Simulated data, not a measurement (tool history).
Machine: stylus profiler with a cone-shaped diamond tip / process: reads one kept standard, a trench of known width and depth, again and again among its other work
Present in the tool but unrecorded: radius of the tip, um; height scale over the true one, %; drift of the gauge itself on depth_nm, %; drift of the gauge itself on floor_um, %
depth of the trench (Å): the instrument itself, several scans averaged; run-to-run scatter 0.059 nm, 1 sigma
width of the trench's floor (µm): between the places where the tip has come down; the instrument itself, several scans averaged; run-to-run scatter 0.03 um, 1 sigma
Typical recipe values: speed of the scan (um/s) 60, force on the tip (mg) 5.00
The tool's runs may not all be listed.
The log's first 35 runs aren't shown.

| run | hour | speed of the scan (um/s) | force on the tip (mg) | scans with this tip | hours of work since the height scale was calibrated | depth of the trench (Å) | width of the trench's floor (µm) |
|---|---|---|---|---|---|---|---|
| 36 | 2952.1 | 60 | 5.33 | 19203 | 324 | 1019.0 | 17.05 |
| 37 | 3030.2 | 60 | 5.33 | 19519 | 366 | 1019.6 | 17.02 |
| 38 | 3075.9 | 63 | 5.20 | 19704 | 391 | 1020.7 | 17.03 |
| 39 | 3135.8 | 67 | 5.00 | 19946 | 423 | 1020.8 | 17.01 |
| 40 | 3247.1 | 67 | 5.00 | 20396 | 482 | 1020.6 | 16.95 |
|  | 3259.3 | new tip fitted, height scale calibrated |
| 41 | 3300.8 | 38 | 5.01 | 167 | 22 | 1017.6 | 17.82 |
| 42 | 3400.2 | 29 | 5.00 | 570 | 76 | 1018.4 | 17.87 |
| 43 | 3473.7 | 17 | 6.92 | 866 | 115 | 1022.9 | 17.88 |
| 44 | 3520.2 | 162 | 4.74 | 1055 | 140 | 1018.2 | 17.42 |
| 45 | 3580.8 | 137 | 5.00 | 1299 | 172 | 1018.8 | 17.50 |

What if the next run were any one of these 5? Each begins from the tool's condition after run 45:
| A | 3668.9 | 60 | 2.52 | 1656 | 220 | ? | ? |
| B | 3668.9 | 41 | 9.77 | 1656 | 220 | ? | ? |
| C | 3668.9 | 136 | 5.46 | 1656 | 220 | ? | ? |
| D | 3668.9 | 60 | 6.50 | 1656 | 220 | ? | ? |
| E | 3668.9 | 94 | 5.88 | 1656 | 220 | ? | ? |

| run | depth of the trench (Å) | width of the trench's floor (µm) |
|---|---|---|
| A | 1012.7 | 17.62 |
| B | 1029.3 | 17.81 |
| C | 1019.5 | 17.54 |
| D | 1022.7 | 17.76 |
| E | 1021.1 | 17.68 |
Without the tool's unlogged condition, the same runs would have read:
| run | depth of the trench (Å) | width of the trench's floor (µm) |
|---|---|---|
| A | 1011.1 | 17.73 |
| B | 1027.7 | 17.91 |
| C | 1017.9 | 17.64 |
| D | 1021.1 | 17.86 |
| E | 1019.5 | 17.78 |

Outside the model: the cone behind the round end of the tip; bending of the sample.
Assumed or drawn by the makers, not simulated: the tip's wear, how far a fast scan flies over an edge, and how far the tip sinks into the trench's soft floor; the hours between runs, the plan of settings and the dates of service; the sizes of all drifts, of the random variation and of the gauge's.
